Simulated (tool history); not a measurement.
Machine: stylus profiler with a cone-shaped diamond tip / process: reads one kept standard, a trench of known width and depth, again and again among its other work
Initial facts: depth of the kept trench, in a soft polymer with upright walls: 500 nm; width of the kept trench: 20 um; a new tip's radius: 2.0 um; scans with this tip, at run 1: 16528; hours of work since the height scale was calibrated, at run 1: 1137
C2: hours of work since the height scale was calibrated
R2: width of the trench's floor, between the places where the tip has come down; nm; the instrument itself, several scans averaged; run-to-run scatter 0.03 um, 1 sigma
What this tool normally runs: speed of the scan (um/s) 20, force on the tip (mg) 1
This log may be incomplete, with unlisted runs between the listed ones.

{"run": 1, "hour": 0.0, "speed of the scan (um/s)": 20, "force on the tip (mg)": 1, "scans with this tip": 16528, "C2": 1137, "depth of the trench (nm)": 501.8, "R2": 15880}
{"run": 2, "hour": 36.4, "speed of the scan (um/s)": 20, "force on the tip (mg)": 1, "scans with this tip": 16806, "C2": 1156, "depth of the trench (nm)": 501.64, "R2": 15820}
{"run": 3, "hour": 70.4, "speed of the scan (um/s)": 23, "force on the tip (mg)": 1, "scans with this tip": 17067, "C2": 1174, "depth of the trench (nm)": 501.78, "R2": 15830}
{"run": 4, "hour": 103.9, "speed of the scan (um/s)": 23, "force on the tip (mg)": 1, "scans with this tip": 17322, "C2": 1192, "depth of the trench (nm)": 501.89, "R2": 15710}
{"run": 5, "hour": 146.6, "speed of the scan (um/s)": 23, "force on the tip (mg)": 1.35, "scans with this tip": 17649, "C2": 1214, "depth of the trench (nm)": 502.29, "R2": 15740}
{"run": 6, "hour": 178.3, "speed of the scan (um/s)": 23, "force on the tip (mg)": 1.35, "scans with this tip": 17891, "C2": 1231, "depth of the trench (nm)": 502.19, "R2": 15740}
{"run": 7, "hour": 207.6, "speed of the scan (um/s)": 20, "force on the tip (mg)": 1, "scans with this tip": 18116, "C2": 1246, "depth of the trench (nm)": 501.84, "R2": 15740}
{"run": 8, "hour": 238.8, "speed of the scan (um/s)": 20, "force on the tip (mg)": 1, "scans with this tip": 18355, "C2": 1263, "depth of the trench (nm)": 501.69, "R2": 15710}
{"run": 9, "hour": 282.8, "speed of the scan (um/s)": 20, "force on the tip (mg)": 1, "scans with this tip": 18691, "C2": 1286, "depth of the trench (nm)": 501.73, "R2": 15660}
{"run": 10, "hour": 308.6, "speed of the scan (um/s)": 20, "force on the tip (mg)": 1, "scans with this tip": 18889, "C2": 1299, "depth of the trench (nm)": 501.52, "R2": 15700}
{"run": 11, "hour": 333.1, "speed of the scan (um/s)": 20, "force on the tip (mg)": 1, "scans with this tip": 19076, "C2": 1312, "depth of the trench (nm)": 501.67, "R2": 15670}
{"run": 12, "hour": 376.4, "speed of the scan (um/s)": 46, "force on the tip (mg)": 2.05, "scans with this tip": 19408, "C2": 1335, "depth of the trench (nm)": 503.15, "R2": 15560}
{"run": 13, "hour": 396.8, "speed of the scan (um/s)": 46, "force on the tip (mg)": 2.05, "scans with this tip": 19564, "C2": 1346, "depth of the trench (nm)": 502.95, "R2": 15540}
{"run": 14, "hour": 418.5, "speed of the scan (um/s)": 46, "force on the tip (mg)": 2.05, "scans with this tip": 19730, "C2": 1357, "depth of the trench (nm)": 503.05, "R2": 15500}
{"run": 15, "hour": 442.8, "speed of the scan (um/s)": 71, "force on the tip (mg)": 2.46, "scans with this tip": 19915, "C2": 1370, "depth of the trench (nm)": 503.78, "R2": 15410}
{"run": 16, "hour": 485.2, "speed of the scan (um/s)": 71, "force on the tip (mg)": 2.46, "scans with this tip": 20240, "C2": 1392, "depth of the trench (nm)": 503.69, "R2": 15380}
{"run": 17, "hour": 512.4, "speed of the scan (um/s)": 71, "force on the tip (mg)": 2.46, "scans with this tip": 20448, "C2": 1407, "depth of the trench (nm)": 503.63, "R2": 15450}
{"hour": 541.1, "done": "new tip fitted, height scale calibrated"}
{"run": 18, "hour": 550.2, "speed of the scan (um/s)": 79, "force on the tip (mg)": 1.94, "scans with this tip": 70, "C2": 5, "depth of the trench (nm)": 504.35, "R2": 16950}
{"run": 19, "hour": 568.2, "speed of the scan (um/s)": 10, "force on the tip (mg)": 0.45, "scans with this tip": 207, "C2": 14, "depth of the trench (nm)": 501.72, "R2": 17210}
{"run": 20, "hour": 604.5, "speed of the scan (um/s)": 23, "force on the tip (mg)": 0.86, "scans with this tip": 485, "C2": 33, "depth of the trench (nm)": 502.56, "R2": 17060}

Here are 5 independent what-if runs from the current tool condition. What would each one return?
{"run": "A", "hour": 637.7, "speed of the scan (um/s)": 42, "force on the tip (mg)": 0.37, "scans with this tip": 739, "C2": 51, "depth of the trench (nm)": "?", "R2": "?"}
{"run": "B", "hour": 637.7, "speed of the scan (um/s)": 34, "force on the tip (mg)": 1.67, "scans with this tip": 739, "C2": 51, "depth of the trench (nm)": "?", "R2": "?"}
{"run": "C", "hour": 637.7, "speed of the scan (um/s)": 5, "force on the tip (mg)": 0.35, "scans with this tip": 739, "C2": 51, "depth of the trench (nm)": "?", "R2": "?"}
{"run": "D", "hour": 637.7, "speed of the scan (um/s)": 9, "force on the tip (mg)": 1.09, "scans with this tip": 739, "C2": 51, "depth of the trench (nm)": "?", "R2": "?"}
{"run": "E", "hour": 637.7, "speed of the scan (um/s)": 62, "force on the tip (mg)": 0.74, "scans with this tip": 739, "C2": 51, "depth of the trench (nm)": "?", "R2": "?"}

run=A depth_of_the_trench_(nm)=501.46 R2=16840
run=B depth_of_the_trench_(nm)=503.94 R2=17050
run=C depth_of_the_trench_(nm)=501.35 R2=17190
run=D depth_of_the_trench_(nm)=503.07 R2=17190
run=E depth_of_the_trench_(nm)=502.29 R2=16820
Had the tool no hidden state, the same runs would have come out as:
run=A depth_of_the_trench_(nm)=501.34 R2=16970
run=B depth_of_the_trench_(nm)=503.82 R2=17180
run=C depth_of_the_trench_(nm)=501.23 R2=17330
run=D depth_of_the_trench_(nm)=502.95 R2=17330
run=E depth_of_the_trench_(nm)=502.17 R2=16950
